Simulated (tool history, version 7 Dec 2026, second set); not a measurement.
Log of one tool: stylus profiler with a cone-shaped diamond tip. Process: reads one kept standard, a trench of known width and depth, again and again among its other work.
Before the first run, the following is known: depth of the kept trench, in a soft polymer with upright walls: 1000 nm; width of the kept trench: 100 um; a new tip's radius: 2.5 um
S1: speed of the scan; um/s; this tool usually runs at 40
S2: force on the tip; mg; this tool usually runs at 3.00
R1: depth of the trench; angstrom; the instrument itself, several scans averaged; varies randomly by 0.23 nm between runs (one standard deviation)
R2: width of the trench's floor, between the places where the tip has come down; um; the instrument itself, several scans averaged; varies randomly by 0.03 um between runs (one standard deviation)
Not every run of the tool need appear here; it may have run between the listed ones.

run,day,S1,S2,R1,R2
1,0.000,40,3.00,10133.4,95.88
2,1.671,114,3.00,10135.1,95.59
3,3.817,114,3.00,10134.1,95.60
4,5.667,107,3.00,10130.2,95.57
5,6.946,107,5.13,10190.4,95.74
6,7.975,107,5.13,10189.9,95.68
7,9.325,107,5.13,10191.8,95.72
8,10.404,107,5.13,10192.3,95.70
9,11.529,40,5.66,10201.8,95.92
10,13.267,40,1.51,10082.0,95.74
11,14.608,40,1.51,10084.3,95.75
12,16.462,40,1.51,10083.1,95.82
13,17.954,40,4.03,10159.3,95.90
14,19.679,40,4.03,10162.8,95.90
15,20.667,40,4.03,10164.4,95.88
16,22.133,40,4.03,10164.6,95.86
17,23.417,40,4.03,10160.1,95.86
18,24.871,40,4.03,10157.7,95.91
19,25.917,40,4.03,10164.8,95.91
20,27.962,40,4.03,10161.9,95.87
21,29.029,40,1.96,10100.0,95.76
22,30.896,36,3.00,10132.8,95.86
23,32.717,40,4.51,10175.8,95.92
24,34.208,40,4.51,10175.2,95.85
25,35.150,40,4.51,10174.5,95.88
26,36.179,93,4.21,10171.2,95.72
27,37.529,93,4.21,10172.3,95.68
28,38.833,41,8.14,10261.4,95.87
29,39.896,41,8.14,10261.3,95.91
30,41.700,31,1.72,10093.1,95.83
31,43.525,142,3.00,10131.5,95.47
32,44.996,43,3.29,10143.0,95.83
33,46.892,43,3.29,10143.6,95.84
34,48.454,129,3.71,10152.1,95.55
35,49.362,129,3.71,10151.1,95.57
36,50.404,121,1.57,10084.8,95.40
37,51.354,91,4.87,10183.6,95.76
38,53.571,49,1.61,10087.9,95.69
39,55.167,49,1.61,10085.1,95.76
40,56.438,14,2.33,10110.9,95.92
41,58.058,24,2.59,10117.9,95.93
42,59.321,24,2.59,10126.3,95.90
43,61.546,24,2.59,10119.1,95.89
44,63.358,66,8.02,10255.7,95.85
45,64.512,66,8.02,10257.3,95.89

Consider 3 possible next runs. They are alternatives, not a sequence: every one starts from the tool as it was left by run 45. What does each give?
A,66.221,122,7.25,?,?
B,66.221,68,8.02,?,?
C,66.221,19,5.21,?,?

run,R1,R2
A,10239.3,95.70
B,10257.5,95.85
C,10190.6,95.99
With the hidden condition removed and each run's random variation left untouched, the same runs would have given:
run,R1,R2
A,10240.0,95.71
B,10258.3,95.85
C,10191.4,96.00
